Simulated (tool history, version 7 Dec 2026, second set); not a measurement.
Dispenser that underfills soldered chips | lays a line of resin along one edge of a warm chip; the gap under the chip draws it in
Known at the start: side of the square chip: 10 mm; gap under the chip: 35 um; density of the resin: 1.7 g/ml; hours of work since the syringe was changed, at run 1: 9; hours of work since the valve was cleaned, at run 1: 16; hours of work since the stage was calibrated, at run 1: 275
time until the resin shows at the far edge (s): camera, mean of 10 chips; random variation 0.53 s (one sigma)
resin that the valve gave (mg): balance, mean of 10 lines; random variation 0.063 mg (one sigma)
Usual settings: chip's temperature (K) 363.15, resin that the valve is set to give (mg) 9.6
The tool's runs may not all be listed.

run,day,chip's temperature (K),resin that the valve is set to give (mg),hours of work since the syringe was changed,hours of work since the valve was cleaned,hours of work since the stage was calibrated,time until the resin shows at the far edge (s),resin that the valve gave (mg)
1,0,363.15,9.6,9,16,275,78.1,9.45
# day 0.067: new syringe of resin
2,0.488,363.15,11.8,6,23,282,67.6,11.53
# day 0.721: new syringe of resin
3,0.817,375.15,11.8,1,28,287,35.4,11.54
4,1.071,375.15,11.8,5,32,291,43.4,11.45
# day 1.379: new syringe of resin
5,1.471,363.15,9.21,1,38,297,51,8.9
6,1.812,363.15,9.6,7,43,302,68.4,9.21
# day 2.046: new syringe of resin
7,2.071,363.15,9.6,0,47,306,49,9.09
8,2.267,359.15,11.51,3,50,309,65.3,11.09
9,2.496,375.15,9.25,7,54,312,49.6,8.79
# day 2.717: new syringe of resin
10,2.862,375.15,9.97,2,59,318,37,9.39
11,3.196,376.15,9.65,7,64,323,49.7,9.1
# day 3.383: new syringe of resin
12,3.554,363.15,12.37,3,69,328,54.2,11.59
13,3.988,358.15,9.27,9,76,335,97.4,8.66
# day 4.062: new syringe of resin
14,4.342,353.15,11.43,4,81,340,83.9,10.63

Forecast each of these 5 alternatives for the next run:
# day 4.733: new syringe of resin
A,4.733,359.15,8.97,0,87,346,?,?
# day 4.733: new syringe of resin
B,4.733,352.15,10.55,0,87,346,?,?
# day 4.733: new syringe of resin
C,4.733,367.15,9.63,0,87,346,?,?
# day 4.733: new syringe of resin
D,4.733,352.15,10.58,0,87,346,?,?
# day 4.733: new syringe of resin
E,4.733,376.15,9.49,0,87,346,?,?

run,time until the resin shows at the far edge (s),resin that the valve gave (mg)
A,57.2,8.21
B,70,9.74
C,43.8,8.9
D,69.7,9.77
E,33,8.61
Without the tool's hidden state the same runs would have given:
run,time until the resin shows at the far edge (s),resin that the valve gave (mg)
A,50.6,8.92
B,62.3,10.58
C,39.1,9.66
D,62,10.61
E,29.5,9.36
